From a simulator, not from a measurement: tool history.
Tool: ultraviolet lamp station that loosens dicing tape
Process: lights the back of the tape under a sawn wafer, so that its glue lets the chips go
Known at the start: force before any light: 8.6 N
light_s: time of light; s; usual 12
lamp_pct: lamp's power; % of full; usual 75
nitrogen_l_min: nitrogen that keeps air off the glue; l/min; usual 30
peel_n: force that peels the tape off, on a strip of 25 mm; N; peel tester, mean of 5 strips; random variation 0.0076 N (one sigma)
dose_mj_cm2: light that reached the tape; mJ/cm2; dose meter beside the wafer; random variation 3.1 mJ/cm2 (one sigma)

| run | hour | light_s | lamp_pct | nitrogen_l_min | peel_n | dose_mj_cm2 |
|---|---|---|---|---|---|---|
| 1 | 0 | 12 | 75 | 30 | 0.406 | 418 |
| 2 | 14.9 | 12 | 75 | 58 | 0.191 | 418 |
| 3 | 29.4 | 12 | 75 | 58 | 0.195 | 416 |
| 4 | 39.9 | 12 | 75 | 58 | 0.195 | 414 |
| 5 | 52.7 | 12 | 75 | 58 | 0.199 | 420 |
| 6 | 64.2 | 12 | 75 | 58 | 0.209 | 413 |
| 7 | 80.1 | 12 | 75 | 58 | 0.206 | 413 |
| 8 | 91.2 | 12 | 75 | 30 | 0.427 | 413 |
|  | 93.1 | window cleaned of glue's vapour |
| 9 | 105.2 | 12 | 75 | 30 | 0.438 | 407 |
| 10 | 120.5 | 19 | 75 | 30 | 0.132 | 637 |
| 11 | 133 | 19 | 75 | 30 | 0.128 | 632 |
| 12 | 144 | 12 | 70 | 30 | 0.538 | 364 |
| 13 | 153.2 | 14 | 82 | 13 | 0.651 | 502 |
| 14 | 166.9 | 14 | 80 | 16 | 0.556 | 493 |
| 15 | 179.3 | 9 | 99 | 37 | 0.39 | 397 |
| 16 | 186.8 | 16 | 86 | 11 | 0.494 | 599 |
|  | 188.6 | window cleaned of glue's vapour, once more |
| 17 | 200 | 14 | 62 | 11 | 1.105 | 431 |

Forecast run 18:
| 18 | 213.7 | 14 | 62 | 11 | ? | ? |

Run 18 gave peel_n 1.074 N, dose_mj_cm2 428 mJ/cm2.
Without the tool's hidden state the same run would have given peel_n 0.955 N, dose_mj_cm2 454 mJ/cm2.

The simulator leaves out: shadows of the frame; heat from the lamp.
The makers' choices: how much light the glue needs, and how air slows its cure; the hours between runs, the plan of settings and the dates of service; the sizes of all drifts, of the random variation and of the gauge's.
